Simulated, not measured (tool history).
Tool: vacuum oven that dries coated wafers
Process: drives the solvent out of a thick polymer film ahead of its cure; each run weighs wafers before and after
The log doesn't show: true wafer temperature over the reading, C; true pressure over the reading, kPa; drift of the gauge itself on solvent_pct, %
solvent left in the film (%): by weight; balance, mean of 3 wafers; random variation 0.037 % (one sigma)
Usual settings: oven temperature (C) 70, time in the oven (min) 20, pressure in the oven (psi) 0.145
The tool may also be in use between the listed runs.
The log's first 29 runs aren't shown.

run   hour  oven temperature (C)  time in the oven (min)  pressure in the oven (psi)  hours of work since the thermocouples were calibrated  hours of work since the vacuum gauge was cleaned of residue  solvent left in the film (%)
     339.7  -- oven's thermocouples calibrated
 30  356.2                    57                      14                       0.402                                                     11                                                          233                         10.01
 31  370.2                    70                      13                       0.145                                                     20                                                          243                          4.14
 32  385.7                    67                      18                       0.160                                                     30                                                          253                          3.30
 33  400.8                    70                      23                       0.145                                                     40                                                          263                          1.48
 34  408.8                    70                      23                       0.145                                                     45                                                          268                          1.48
 35  419.8                    71                      23                       0.103                                                     52                                                          275                          1.11
     422.5  -- oven's thermocouples calibrated, once more
 36  429.9                    81                      11                       0.103                                                      5                                                          280                          1.57
 37  445.4                    81                      11                       0.184                                                     15                                                          291                          1.72
 38  460.6                    81                      11                       0.184                                                     25                                                          301                          1.77
 39  476.7                    81                      11                       0.184                                                     36                                                          311                          1.77
 40  487.7                    60                      32                       0.289                                                     43                                                          318                          3.14
 41  497.2                    71                      32                       0.412                                                     49                                                          325                          1.47
 42  511.7                    71                      32                       0.480                                                     58                                                          334                          1.78
 43  523.5                    71                      32                       0.480                                                     66                                                          342                          1.76
 44  532.0                    71                      32                       0.480                                                     72                                                          347                          1.73

Forecast each of these 3 alternatives for the next run:
  A  549.0                    71                      12                       0.265                                                     83                                                          359                             ?
  B  549.0                    71                      32                       0.162                                                     83                                                          359                             ?
  C  549.0                    62                      20                       0.409                                                     83                                                          359                             ?

run  solvent left in the film (%)
  A                          4.23
  B                          0.75
  C                          5.28
Without the tool's hidden state the same runs would have given:
run  solvent left in the film (%)
  A                          3.90
  B                          0.67
  C                          4.90
